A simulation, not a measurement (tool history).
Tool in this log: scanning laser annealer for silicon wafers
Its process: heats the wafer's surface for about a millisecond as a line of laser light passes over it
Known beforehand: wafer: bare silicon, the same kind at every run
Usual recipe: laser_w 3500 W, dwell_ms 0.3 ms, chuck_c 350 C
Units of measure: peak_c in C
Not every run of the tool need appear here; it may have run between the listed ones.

{"run": 1, "day": 0.0, "laser_w": 3500, "dwell_ms": 0.3, "chuck_c": 350, "peak_c": 1083}
{"run": 2, "day": 2.912, "laser_w": 3500, "dwell_ms": 0.3, "chuck_c": 350, "peak_c": 1073}
{"run": 3, "day": 4.342, "laser_w": 3500, "dwell_ms": 0.3, "chuck_c": 353, "peak_c": 1077}
{"day": 5.304, "done": "window over the wafer cleaned"}
{"run": 4, "day": 6.933, "laser_w": 3500, "dwell_ms": 0.3, "chuck_c": 350, "peak_c": 1109}
{"run": 5, "day": 8.254, "laser_w": 3500, "dwell_ms": 0.3, "chuck_c": 350, "peak_c": 1110}
{"run": 6, "day": 9.9, "laser_w": 3500, "dwell_ms": 0.3, "chuck_c": 350, "peak_c": 1106}
{"run": 7, "day": 11.708, "laser_w": 3500, "dwell_ms": 0.3, "chuck_c": 350, "peak_c": 1101}
{"run": 8, "day": 12.967, "laser_w": 3500, "dwell_ms": 0.3, "chuck_c": 350, "peak_c": 1102}
{"run": 9, "day": 15.388, "laser_w": 3500, "dwell_ms": 0.3, "chuck_c": 350, "peak_c": 1097}
{"run": 10, "day": 17.838, "laser_w": 3500, "dwell_ms": 0.216, "chuck_c": 350, "peak_c": 979}
{"run": 11, "day": 19.438, "laser_w": 3500, "dwell_ms": 0.3, "chuck_c": 350, "peak_c": 1088}
{"day": 20.679, "done": "optics aligned, line set to its width"}
{"run": 12, "day": 21.325, "laser_w": 3500, "dwell_ms": 0.3, "chuck_c": 350, "peak_c": 1094}
{"run": 13, "day": 23.421, "laser_w": 3500, "dwell_ms": 0.234, "chuck_c": 350, "peak_c": 1001}
{"run": 14, "day": 25.196, "laser_w": 3030, "dwell_ms": 0.234, "chuck_c": 350, "peak_c": 918}
{"run": 15, "day": 27.242, "laser_w": 3500, "dwell_ms": 0.259, "chuck_c": 350, "peak_c": 1032}
{"day": 28.9, "done": "window over the wafer cleaned"}
{"run": 16, "day": 30.117, "laser_w": 3500, "dwell_ms": 0.259, "chuck_c": 350, "peak_c": 1064}
{"run": 17, "day": 31.629, "laser_w": 3500, "dwell_ms": 0.259, "chuck_c": 350, "peak_c": 1060}
{"run": 18, "day": 33.796, "laser_w": 3149, "dwell_ms": 0.3, "chuck_c": 368, "peak_c": 1059}
{"run": 19, "day": 36.717, "laser_w": 3149, "dwell_ms": 0.3, "chuck_c": 368, "peak_c": 1054}
{"run": 20, "day": 39.212, "laser_w": 3290, "dwell_ms": 0.294, "chuck_c": 371, "peak_c": 1074}
{"run": 21, "day": 40.75, "laser_w": 3500, "dwell_ms": 0.282, "chuck_c": 343, "peak_c": 1070}
{"run": 22, "day": 43.567, "laser_w": 3365, "dwell_ms": 0.34, "chuck_c": 340, "peak_c": 1104}
{"run": 23, "day": 45.425, "laser_w": 3006, "dwell_ms": 0.3, "chuck_c": 352, "peak_c": 994}
{"run": 24, "day": 48.408, "laser_w": 3381, "dwell_ms": 0.244, "chuck_c": 352, "peak_c": 994}
{"run": 25, "day": 51.246, "laser_w": 3381, "dwell_ms": 0.262, "chuck_c": 352, "peak_c": 1014}
{"day": 52.125, "done": "window over the wafer cleaned"}
{"run": 26, "day": 53.804, "laser_w": 3381, "dwell_ms": 0.262, "chuck_c": 352, "peak_c": 1050}
{"run": 27, "day": 55.696, "laser_w": 3233, "dwell_ms": 0.219, "chuck_c": 350, "peak_c": 950}
{"run": 28, "day": 57.783, "laser_w": 3845, "dwell_ms": 0.221, "chuck_c": 330, "peak_c": 1043}
{"run": 29, "day": 60.767, "laser_w": 3105, "dwell_ms": 0.267, "chuck_c": 313, "peak_c": 948}
{"run": 30, "day": 62.304, "laser_w": 3148, "dwell_ms": 0.362, "chuck_c": 319, "peak_c": 1069}
{"run": 31, "day": 64.054, "laser_w": 3148, "dwell_ms": 0.261, "chuck_c": 366, "peak_c": 1001}
{"run": 32, "day": 66.146, "laser_w": 3757, "dwell_ms": 0.3, "chuck_c": 350, "peak_c": 1154}

Each row is a separate what-if for the run after 32, all from the same tool condition, not one after another. Results?
{"run": "A", "day": 68.833, "laser_w": 2995, "dwell_ms": 0.354, "chuck_c": 355, "peak_c": "?"}
{"run": "B", "day": 68.833, "laser_w": 3014, "dwell_ms": 0.24, "chuck_c": 369, "peak_c": "?"}
{"run": "C", "day": 68.833, "laser_w": 3757, "dwell_ms": 0.239, "chuck_c": 337, "peak_c": "?"}

run=A peak_c=1050
run=B peak_c=949
run=C peak_c=1047
The same runs, with their run-to-run variation unchanged, on a tool lacking any hidden condition would have given:
run=A peak_c=1071
run=B peak_c=966
run=C peak_c=1068
